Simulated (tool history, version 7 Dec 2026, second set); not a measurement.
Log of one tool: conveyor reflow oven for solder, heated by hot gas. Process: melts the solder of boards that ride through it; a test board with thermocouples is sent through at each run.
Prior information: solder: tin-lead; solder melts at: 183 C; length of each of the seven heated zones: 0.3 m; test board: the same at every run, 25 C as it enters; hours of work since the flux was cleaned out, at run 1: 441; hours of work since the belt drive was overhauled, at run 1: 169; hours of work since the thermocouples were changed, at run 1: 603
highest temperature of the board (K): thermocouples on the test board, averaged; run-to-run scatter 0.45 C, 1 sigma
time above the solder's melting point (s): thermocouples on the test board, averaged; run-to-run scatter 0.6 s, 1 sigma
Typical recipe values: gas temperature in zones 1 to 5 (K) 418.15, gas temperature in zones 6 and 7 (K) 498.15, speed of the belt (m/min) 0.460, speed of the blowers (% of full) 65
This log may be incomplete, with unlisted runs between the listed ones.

| run | hour | gas temperature in zones 1 to 5 (K) | gas temperature in zones 6 and 7 (K) | speed of the belt (m/min) | speed of the blowers (% of full) | hours of work since the flux was cleaned out | hours of work since the belt drive was overhauled | hours of work since the thermocouples were changed | highest temperature of the board (K) | time above the solder's melting point (s) |
|---|---|---|---|---|---|---|---|---|---|---|
| 1 | 0.0 | 418.15 | 498.15 | 0.460 | 65 | 441 | 169 | 603 | 478.05 | 48.0 |
| 2 | 16.6 | 418.15 | 501.15 | 0.460 | 65 | 452 | 180 | 614 | 480.45 | 51.4 |
|  | 23.1 | flux residue cleaned out of gas plates and filters |
| 3 | 38.9 | 418.15 | 501.15 | 0.460 | 65 | 10 | 191 | 625 | 483.45 | 56.2 |
| 4 | 49.9 | 418.15 | 498.15 | 0.460 | 65 | 17 | 198 | 632 | 480.45 | 52.3 |
| 5 | 62.1 | 406.15 | 498.15 | 0.460 | 65 | 25 | 205 | 640 | 479.05 | 45.8 |
| 6 | 79.2 | 406.15 | 498.15 | 0.460 | 65 | 36 | 216 | 651 | 479.05 | 45.0 |
| 7 | 99.5 | 406.15 | 498.15 | 0.460 | 65 | 49 | 229 | 664 | 478.25 | 44.5 |
| 8 | 112.5 | 418.15 | 498.15 | 0.460 | 63 | 57 | 238 | 672 | 479.55 | 52.5 |
| 9 | 123.6 | 418.15 | 498.15 | 0.460 | 63 | 64 | 245 | 679 | 478.95 | 50.1 |
| 10 | 147.1 | 418.15 | 498.15 | 0.460 | 63 | 79 | 260 | 694 | 479.65 | 50.4 |
| 11 | 169.6 | 416.15 | 498.15 | 0.460 | 65 | 93 | 274 | 708 | 479.75 | 50.3 |
| 12 | 196.0 | 416.15 | 498.15 | 0.412 | 65 | 110 | 291 | 725 | 482.55 | 60.3 |
| 13 | 221.3 | 418.15 | 498.15 | 0.460 | 71 | 126 | 307 | 741 | 481.65 | 53.9 |
| 14 | 235.0 | 418.15 | 498.15 | 0.460 | 71 | 135 | 316 | 750 | 480.55 | 53.7 |
|  | 241.1 | belt drive overhauled, speed set with a stopwatch |
| 15 | 263.5 | 418.15 | 498.15 | 0.460 | 71 | 151 | 14 | 765 | 480.65 | 53.4 |
| 16 | 289.5 | 418.15 | 498.15 | 0.460 | 71 | 167 | 31 | 782 | 480.15 | 52.3 |
| 17 | 312.3 | 418.15 | 498.15 | 0.460 | 81 | 182 | 45 | 797 | 482.15 | 55.5 |
| 18 | 325.1 | 418.15 | 498.15 | 0.460 | 81 | 190 | 53 | 805 | 481.65 | 54.9 |
| 19 | 347.7 | 418.15 | 498.15 | 0.460 | 81 | 204 | 68 | 819 | 483.35 | 55.7 |
| 20 | 367.9 | 421.15 | 510.15 | 0.530 | 71 | 217 | 81 | 832 | 486.25 | 51.3 |
|  | 391.2 | belt drive overhauled, speed set with a stopwatch, once more |
| 21 | 393.3 | 421.15 | 509.15 | 0.472 | 71 | 231 | 1 | 846 | 489.25 | 59.9 |
| 22 | 418.3 | 418.15 | 498.15 | 0.467 | 65 | 247 | 17 | 862 | 477.45 | 48.2 |
| 23 | 437.0 | 431.15 | 498.15 | 0.402 | 65 | 259 | 29 | 873 | 484.05 | 71.7 |
| 24 | 461.2 | 407.15 | 498.15 | 0.540 | 65 | 274 | 45 | 889 | 469.65 | 27.6 |
| 25 | 473.4 | 417.15 | 492.15 | 0.483 | 73 | 282 | 52 | 897 | 472.95 | 39.5 |
| 26 | 490.6 | 417.15 | 504.15 | 0.444 | 59 | 293 | 63 | 908 | 482.15 | 54.9 |
| 27 | 506.8 | 418.15 | 506.15 | 0.403 | 65 | 303 | 74 | 918 | 487.85 | 68.6 |
| 28 | 529.8 | 418.15 | 498.15 | 0.475 | 65 | 318 | 88 | 933 | 476.15 | 43.8 |
| 29 | 541.4 | 418.15 | 498.15 | 0.475 | 65 | 325 | 96 | 940 | 476.65 | 44.2 |
| 30 | 556.1 | 405.15 | 497.15 | 0.514 | 63 | 335 | 105 | 949 | 469.45 | 26.2 |
| 31 | 567.5 | 406.15 | 512.15 | 0.530 | 72 | 342 | 112 | 957 | 481.85 | 41.3 |
| 32 | 588.3 | 406.15 | 512.15 | 0.530 | 72 | 355 | 126 | 970 | 482.95 | 41.8 |

Forecast each of these 3 alternatives for the next run:
| A | 615.6 | 422.15 | 492.15 | 0.460 | 53 | 372 | 143 | 987 | ? | ? |
| B | 615.6 | 418.15 | 499.15 | 0.460 | 65 | 372 | 143 | 987 | ? | ? |
| C | 615.6 | 432.15 | 498.15 | 0.424 | 75 | 372 | 143 | 987 | ? | ? |

| run | highest temperature of the board (K) | time above the solder's melting point (s) |
|---|---|---|
| A | 470.15 | 37.8 |
| B | 477.25 | 48.5 |
| C | 484.25 | 69.3 |
With no hidden state in the tool, these same runs would have given:
| run | highest temperature of the board (K) | time above the solder's melting point (s) |
|---|---|---|
| A | 474.85 | 45.8 |
| B | 482.55 | 54.9 |
| C | 489.05 | 73.7 |
